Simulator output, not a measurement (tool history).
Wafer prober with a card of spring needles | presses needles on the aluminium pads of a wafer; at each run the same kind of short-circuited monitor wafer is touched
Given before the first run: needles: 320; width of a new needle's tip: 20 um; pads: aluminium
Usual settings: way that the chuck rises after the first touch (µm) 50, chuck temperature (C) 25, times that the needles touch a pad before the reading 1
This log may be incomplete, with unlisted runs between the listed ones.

| run | day | way that the chuck rises after the first touch (µm) | chuck temperature (C) | times that the needles touch a pad before the reading | resistance of one needle with its contact and lead (mohm) | way that a needle slides on the pad (µm) |
|---|---|---|---|---|---|---|
| 1 | 0.000 | 50 | 25 | 1 | 345 | 8.03 |
| 2 | 0.212 | 50 | 25 | 1 | 442 | 8.00 |
| 3 | 0.433 | 50 | 25 | 1 | 497 | 8.06 |
| 4 | 0.742 | 50 | 25 | 1 | 613 | 7.96 |
| 5 | 1.008 | 50 | 115 | 1 | 550 | 7.92 |
| 6 | 1.275 | 50 | 115 | 1 | 271 | 7.91 |
| 7 | 1.521 | 50 | 115 | 1 | 416 | 7.93 |
| 8 | 1.754 | 50 | 115 | 1 | 471 | 7.97 |
| 9 | 2.000 | 50 | 115 | 1 | 323 | 7.94 |
| 10 | 2.412 | 50 | 115 | 1 | 473 | 7.86 |
| 11 | 2.612 | 50 | 115 | 1 | 265 | 7.95 |
| 12 | 2.925 | 50 | 115 | 1 | 448 | 7.88 |
| 13 | 3.254 | 50 | 115 | 1 | 506 | 7.92 |
| 14 | 3.467 | 50 | 113 | 1 | 385 | 7.92 |
| 15 | 3.667 | 50 | 25 | 1 | 461 | 7.92 |
| 16 | 4.000 | 50 | 25 | 1 | 260 | 7.83 |
| 17 | 4.271 | 50 | 104 | 1 | 437 | 7.94 |
| 18 | 4.588 | 50 | 55 | 2 | 402 | 7.78 |
| 19 | 4.842 | 45 | 42 | 1 | 428 | 7.05 |
| 20 | 5.017 | 47 | 72 | 1 | 494 | 7.33 |
| 21 | 5.288 | 50 | 44 | 1 | 510 | 7.84 |
| 22 | 5.475 | 55 | 94 | 2 | 296 | 8.69 |
| 23 | 5.767 | 54 | 31 | 2 | 353 | 8.47 |
| 24 | 6.162 | 50 | 121 | 1 | 359 | 7.87 |
| 25 | 6.396 | 50 | 121 | 1 | 462 | 7.87 |
| 26 | 6.621 | 50 | 121 | 1 | 502 | 7.80 |
| 27 | 6.983 | 54 | 31 | 2 | 325 | 8.49 |
| 28 | 7.188 | 54 | 31 | 2 | 361 | 8.46 |
| 29 | 7.538 | 30 | 98 | 1 | 606 | 4.50 |
| 30 | 7.729 | 30 | 98 | 1 | 886 | 4.51 |
| 31 | 8.075 | 30 | 41 | 1 | 1117 | 4.50 |
| 32 | 8.358 | 67 | 54 | 1 | 321 | 10.57 |
| 33 | 8.700 | 67 | 54 | 1 | 382 | 10.55 |

Withheld: 12 entries from between the runs. Position of each, and hidden state at the listed run before versus the listed run after:
Logged between run 3 and run 4: tips cleaned on abrasive film (day 0.562)
  debris on the tips, nm: 127.1 -> 177.4; way that the needles fall short of the set height, um: 1.22 -> 1.84; tips' diameter, um: 20.43 -> 20.67
  difference, measured minus the result without the unlogged condition, resistance of one needle with its contact and lead (mohm): +275 -> +396; way that a needle slides on the pad (µm): -0.20 -> -0.31
Logged between run 5 and run 6: tips cleaned on abrasive film (day 1.258)
  debris on the tips, nm: 159 -> 13.3; way that the needles fall short of the set height, um: 1.84 -> 1.95; tips' diameter, um: 20.67 -> 20.71
  difference, measured minus the result without the unlogged condition, resistance of one needle with its contact and lead (mohm): +308 -> +29; way that a needle slides on the pad (µm): -0.31 -> -0.32
Logged between run 8 and run 9: tips cleaned on abrasive film, once more (day 1.929)
  debris on the tips, nm: 120.3 -> 40.8; way that the needles fall short of the set height, um: 1.95 -> 2.08; tips' diameter, um: 20.71 -> 20.76
  difference, measured minus the result without the unlogged condition, resistance of one needle with its contact and lead (mohm): +233 -> +83; way that a needle slides on the pad (µm): -0.32 -> -0.35
Logged between run 10 and run 11: tips cleaned on abrasive film (day 2.612)
  debris on the tips, nm: 121 -> 11.3; way that the needles fall short of the set height, um: 2.08 -> 2.14; tips' diameter, um: 20.76 -> 20.78
  difference, measured minus the result without the unlogged condition, resistance of one needle with its contact and lead (mohm): +235 -> +25; way that a needle slides on the pad (µm): -0.34 -> -0.36
Logged between run 13 and run 14: tips cleaned on abrasive film (day 3.296)
  debris on the tips, nm: 134.6 -> 70.6; way that the needles fall short of the set height, um: 2.14 -> 2.23; tips' diameter, um: 20.78 -> 20.81
  difference, measured minus the result without the unlogged condition, resistance of one needle with its contact and lead (mohm): +266 -> +143; way that a needle slides on the pad (µm): -0.35 -> -0.37
Logged between run 15 and run 16: tips cleaned on abrasive film (day 3.979)
  debris on the tips, nm: 107.8 -> 17.7; way that the needles fall short of the set height, um: 2.23 -> 2.33; tips' diameter, um: 20.81 -> 20.85
  difference, measured minus the result without the unlogged condition, resistance of one needle with its contact and lead (mohm): +246 -> +44; way that a needle slides on the pad (µm): -0.37 -> -0.39
Logged between run 18 and run 19: tips cleaned on abrasive film (day 4.667)
  debris on the tips, nm: 130.4 -> 72.3; way that the needles fall short of the set height, um: 2.33 -> 2.44; tips' diameter, um: 20.85 -> 20.88
  difference, measured minus the result without the unlogged condition, resistance of one needle with its contact and lead (mohm): +176 -> +204; way that a needle slides on the pad (µm): -0.39 -> -0.40
Logged between run 21 and run 22: tips cleaned on abrasive film (day 5.350)
  debris on the tips, nm: 130.6 -> 58.9; way that the needles fall short of the set height, um: 2.44 -> 2.56; tips' diameter, um: 20.88 -> 20.93
  difference, measured minus the result without the unlogged condition, resistance of one needle with its contact and lead (mohm): +291 -> +65; way that a needle slides on the pad (µm): -0.41 -> -0.42
Logged between run 23 and run 24: tips cleaned on abrasive film (day 6.042)
  debris on the tips, nm: 115.1 -> 57.3; way that the needles fall short of the set height, um: 2.56 -> 2.63; tips' diameter, um: 20.93 -> 20.95
  difference, measured minus the result without the unlogged condition, resistance of one needle with its contact and lead (mohm): +139 -> +117; way that a needle slides on the pad (µm): -0.43 -> -0.44
Logged between run 26 and run 27: tips cleaned on abrasive film (day 6.729)
  debris on the tips, nm: 128.6 -> 91.9; way that the needles fall short of the set height, um: 2.63 -> 2.71; tips' diameter, um: 20.95 -> 20.98
  difference, measured minus the result without the unlogged condition, resistance of one needle with its contact and lead (mohm): +261 -> +112; way that a needle slides on the pad (µm): -0.44 -> -0.45
Logged between run 28 and run 29: tips cleaned on abrasive film (day 7.442)
  debris on the tips, nm: 119.2 -> 53.7; way that the needles fall short of the set height, um: 2.71 -> 2.83; tips' diameter, um: 20.98 -> 21.02
  difference, measured minus the result without the unlogged condition, resistance of one needle with its contact and lead (mohm): +146 -> +339; way that a needle slides on the pad (µm): -0.45 -> -0.47
Logged between run 31 and run 32: tips cleaned on abrasive film (day 8.142)
  debris on the tips, nm: 131.6 -> 81; way that the needles fall short of the set height, um: 2.83 -> 2.93; tips' diameter, um: 21.02 -> 21.06
  difference, measured minus the result without the unlogged condition, resistance of one needle with its contact and lead (mohm): +875 -> +105; way that a needle slides on the pad (µm): -0.47 -> -0.49

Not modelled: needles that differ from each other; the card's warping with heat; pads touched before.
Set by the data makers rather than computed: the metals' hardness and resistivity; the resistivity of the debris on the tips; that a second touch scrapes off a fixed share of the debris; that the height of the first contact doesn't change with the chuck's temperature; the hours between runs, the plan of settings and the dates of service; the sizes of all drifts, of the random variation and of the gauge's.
